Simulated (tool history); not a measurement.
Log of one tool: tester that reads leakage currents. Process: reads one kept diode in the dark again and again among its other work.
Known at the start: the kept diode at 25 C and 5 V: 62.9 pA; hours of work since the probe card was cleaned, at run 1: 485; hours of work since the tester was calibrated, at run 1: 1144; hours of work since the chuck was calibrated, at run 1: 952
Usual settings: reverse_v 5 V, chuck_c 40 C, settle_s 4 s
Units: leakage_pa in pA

run,day,reverse_v,chuck_c,settle_s,hours of work since the probe card was cleaned,hours of work since the tester was calibrated,hours of work since the chuck was calibrated,leakage_pa
1,0,5,40,4,485,1144,952,267.94
2,1.725,5,40,4,514,1174,982,268.83
3,3.512,5,40,4,545,1204,1013,270.88
4,5.596,5,40,4,581,1240,1049,273.16
5,7.617,5,40,4,616,1275,1084,273.22
6,9.117,5,40,4,642,1301,1110,273.15
7,11.442,5,40,4,682,1341,1150,274.43
8,14.167,5,40,4,729,1388,1197,274.56
9,16.333,7.25,40,4,766,1426,1234,319.43
10,18.521,7.25,40,4,804,1463,1272,321.02
11,20.217,5,40,4,833,1493,1301,277.83
12,23.012,5,40,4,882,1541,1349,279.56
13,25.133,3.99,40,4,918,1577,1386,257.4
14,27.825,5,40,4,965,1624,1432,279.2
15,29.071,5,40,4,986,1645,1454,281.81
16,31.529,5,40,4,1029,1688,1496,282.81
# day 32.017: chuck's temperature calibrated
17,34.262,5,40,4,1074,1733,39,266.56
18,37.079,5,40,4,1123,1782,87,268.61
19,38.742,5,40,4,1151,1811,116,269.09
20,40.4,1.14,40,2.79,1180,1839,145,151.92
21,41.867,2.86,24,8.48,1205,1865,170,55.11
22,43.542,7.71,57,2.16,1234,1894,199,1266.66
23,45.671,7.71,57,2.16,1271,1930,236,1267.44
# day 46.925: probe card cleaned and baked
24,47.721,5.61,57,0.65,14,1963,269,1109.86
25,48.962,5.61,57,0.65,35,1985,290,1111.2
26,50.654,1.67,44,0.85,64,2014,319,243.07
27,52.017,19.77,32,4,88,2038,343,211.11
28,53.867,5.47,40,5.64,120,2069,375,268.87
29,55.183,5,40,1.54,142,2092,397,260.75
30,57.633,5,40,1.54,185,2134,440,261.28
31,59.688,5,40,1.54,220,2170,475,261.2
32,61.85,5,40,1.54,258,2207,512,263.13
33,63.1,1.03,21,3.84,279,2229,534,24.89
34,65.433,12.53,47,3.54,319,2269,574,678.02

Forecast each of these 5 alternatives for the next run:
A,67.379,1.04,30,8.94,353,2303,608,?
B,67.379,2.48,30,1.65,353,2303,608,?
C,67.379,16.52,21,1.58,353,2303,608,?
D,67.379,10.75,35,0.3,353,2303,608,?
E,67.379,19.14,57,0.55,353,2303,608,?

run,leakage_pa
A,59.54
B,82.94
C,81.79
D,233.56
E,1777.13
Without the tool's hidden state the same runs would have given:
run,leakage_pa
A,56.76
B,78.32
C,67.04
D,218.07
E,1709.11
